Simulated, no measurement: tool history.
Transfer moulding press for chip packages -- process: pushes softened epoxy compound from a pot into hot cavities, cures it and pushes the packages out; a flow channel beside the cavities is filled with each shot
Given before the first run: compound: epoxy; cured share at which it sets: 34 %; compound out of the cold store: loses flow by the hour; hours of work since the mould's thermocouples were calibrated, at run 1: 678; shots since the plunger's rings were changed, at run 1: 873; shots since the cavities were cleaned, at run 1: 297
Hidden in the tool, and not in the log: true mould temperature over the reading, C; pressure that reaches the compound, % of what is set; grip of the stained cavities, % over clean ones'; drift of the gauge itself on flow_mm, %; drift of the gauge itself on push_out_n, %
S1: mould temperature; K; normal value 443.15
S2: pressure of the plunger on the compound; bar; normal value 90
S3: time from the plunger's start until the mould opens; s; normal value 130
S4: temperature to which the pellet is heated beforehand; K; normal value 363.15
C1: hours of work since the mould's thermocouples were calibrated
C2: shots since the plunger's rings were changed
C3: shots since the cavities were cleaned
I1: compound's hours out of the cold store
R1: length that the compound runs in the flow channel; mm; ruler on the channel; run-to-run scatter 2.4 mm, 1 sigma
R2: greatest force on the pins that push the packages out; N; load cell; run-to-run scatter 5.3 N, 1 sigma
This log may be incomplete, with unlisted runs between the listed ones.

run   hour      S1     S2   S3      S4   C1    C2    C3    I1   R1   R2
  1      0  443.15     90  130  363.15  678   873   297  30.3  818  232
  2   42.2  443.15     90  130  363.15  708  1277   701  16.7  838  334
  3   75.3  443.15     90  130  363.15  732  1596  1020  21.1  824  349
      90.8  -- cavities cleaned with cleaning compound and waxed
  4   96.2  443.15     90  130  363.15  745  1781    51    25  814  206
  5    121  444.15     90  130  363.15  763  2019   289  41.1  784  265
  6  143.7  444.15   80.7  130  363.15  779  2237   507  37.5  748  291
  7    180  444.15   80.7  130  363.15  804  2585   855  44.3  730  345
     215.9  -- cavities cleaned with cleaning compound and waxed
  8  219.2  444.15   80.7  130  363.15  831  2947    32  44.6  725  183
  9  242.7  444.15   80.7  130  363.15  848  3172   257   8.4  776  248
 10  263.9  444.15   80.7  130  363.15  863  3375   460  20.9  757  284
     287.5  -- mould's thermocouples calibrated
 11  299.9  443.15     90  130  363.15    9  3702   787  27.3  798  358
 12  331.4  443.15     90  130  363.15   31  4004  1089  38.4  775  366
     339.8  -- cavities cleaned with cleaning compound and waxed
 13  368.6  443.15     90  130  363.15   56  4347   277  29.5  784  266
 14  391.8  443.15     90  130  363.15   73  4568   498  11.4  811  320
 15  423.7  443.15   69.8  117  369.15   95  4875   805  44.9  664  358
     431.7  -- plunger's sealing rings changed
 16  453.8  443.15   69.8  117  369.15  115   213  1070     9  758  397
     466.2  -- cavities cleaned with cleaning compound and waxed
 17  494.2  443.15     90  130  358.15  142   585   268  16.1  849  250
 18  523.5  443.15     90  130  358.15  163   866   549  37.2  804  312
 19  555.4  443.15  101.2  126  371.15  185  1173   856  28.5  866  369
 20  581.1  443.15   73.9  131  363.15  203  1419  1102  11.3  768  380
     589.1  -- cavities cleaned with cleaning compound and waxed
 21  614.9  439.15   73.9  131  360.15  226  1729   248  24.3  767  282
 22  635.3  439.15   73.9  131  360.15  241  1924   443  24.3  762  347
 23  676.7  439.15   73.9  147  364.15  270  2322   841    38  732  350
 24  705.2  443.15  108.2  130  363.15  290  2595  1114  32.5  872  374
     712.6  -- cavities cleaned with cleaning compound and waxed
 25  732.8  443.15  108.2  130  363.15  308  2845   193  32.5  870  248
 26  754.5  446.15     90  130  363.15  324  3053   401  34.5  775  276
 27  788.6  446.15     90  130  363.15  348  3381   729  40.8  762  319
 28  832.7  443.15     90  153  363.15  379  3804  1152  47.3  757  361

How would selected steps in R1 from run to run divide? Give the signed amount a tool lacking its hidden state would still show from settings, what came in and random variation, and the signed amount left for the hidden state, including any gauge scatter that is not in both of the compared results.
Run 14 -> 15: S2 90 -> 69.8, S3 130 -> 117, S4 363.15 -> 369.15. R1 -147 mm: hidden state +7, all else -154.
Run 15 -> 16: plunger's sealing rings changed. R1 +94 mm: hidden state +41, all else +53.
Run 23 -> 24: S1 439.15 -> 443.15, S2 73.9 -> 108.2, S3 147 -> 130, S4 364.15 -> 363.15. R1 +140 mm: hidden state -8, all else +148.

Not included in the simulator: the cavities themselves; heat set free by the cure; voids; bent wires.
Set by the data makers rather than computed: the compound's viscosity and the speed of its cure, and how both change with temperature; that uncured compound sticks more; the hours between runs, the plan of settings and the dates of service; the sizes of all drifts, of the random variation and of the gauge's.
